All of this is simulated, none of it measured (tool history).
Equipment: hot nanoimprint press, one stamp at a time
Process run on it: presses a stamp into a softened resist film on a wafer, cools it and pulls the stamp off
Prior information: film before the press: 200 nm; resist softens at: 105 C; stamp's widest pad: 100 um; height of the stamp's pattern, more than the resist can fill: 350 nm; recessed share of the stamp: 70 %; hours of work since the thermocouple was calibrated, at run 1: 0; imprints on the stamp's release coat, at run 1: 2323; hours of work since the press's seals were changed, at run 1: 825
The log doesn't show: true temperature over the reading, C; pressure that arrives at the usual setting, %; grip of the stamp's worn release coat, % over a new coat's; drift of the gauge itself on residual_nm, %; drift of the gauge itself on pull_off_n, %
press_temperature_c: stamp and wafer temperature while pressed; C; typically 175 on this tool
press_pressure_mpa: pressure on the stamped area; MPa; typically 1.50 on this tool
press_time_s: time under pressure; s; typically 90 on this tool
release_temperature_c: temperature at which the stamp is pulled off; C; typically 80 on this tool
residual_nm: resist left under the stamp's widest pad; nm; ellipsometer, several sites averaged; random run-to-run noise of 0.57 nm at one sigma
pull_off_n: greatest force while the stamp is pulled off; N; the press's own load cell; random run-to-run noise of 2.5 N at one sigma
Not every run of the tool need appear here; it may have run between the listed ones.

run,hour,press_temperature_c,press_pressure_mpa,press_time_s,release_temperature_c,hours of work since the thermocouple was calibrated,imprints on the stamp's release coat,hours of work since the press's seals were changed,residual_nm,pull_off_n
1,0.0,175,1.50,90,80,0,2323,825,104.8,211
2,37.8,175,1.50,90,80,29,2422,854,105.3,221
# hour 48.6: stamp cleaned and given a new release coat
3,99.2,175,1.50,90,80,72,133,897,106.1,184
4,148.5,175,1.50,169,80,109,263,934,86.5,181
5,184.9,175,1.27,90,80,137,358,962,115.8,183
6,228.5,175,1.50,90,69,171,473,996,108.4,225
7,263.8,175,1.50,90,69,198,565,1023,107.7,228
8,336.8,175,1.50,90,69,254,757,1079,110.5,236
9,384.1,172,1.50,90,69,290,881,1115,120.3,231
# hour 434.0: plate thermocouple calibrated
10,465.9,172,1.50,90,69,25,1088,1176,115.6,230
11,543.9,172,1.50,90,69,84,1293,1236,116.8,243
12,625.5,172,1.50,90,69,147,1507,1299,117.2,244
# hour 641.1: press's hydraulic seals changed and the load cell set to zero
13,717.0,172,1.50,90,69,211,1726,58,114.3,254
14,762.3,175,1.50,90,80,246,1845,93,105.9,214
15,826.6,175,1.50,90,80,295,2013,142,106.1,220
# hour 868.0: plate thermocouple calibrated
16,907.3,175,1.50,90,80,30,2217,202,103.2,214
# hour 993.7: stamp cleaned and given a new release coat
17,997.4,175,1.50,90,86,95,9,267,104.3,154
18,1070.8,175,1.50,90,86,151,202,323,106.7,159
19,1150.6,178,1.46,129,86,213,411,385,86.1,164
20,1192.8,169,2.09,98,77,245,522,417,109.9,198
21,1262.0,175,1.50,90,69,298,704,470,109.4,229

Forecast run 22:
# hour 1302.3: plate thermocouple calibrated
22,1343.7,175,1.50,90,84,32,910,531,?,?

Run 22 gave residual_nm 103.4 nm, pull_off_n 178 N.
On a tool with no hidden condition, and with the same random variation, this run would have come out at residual_nm 101.1 nm, pull_off_n 163 N.
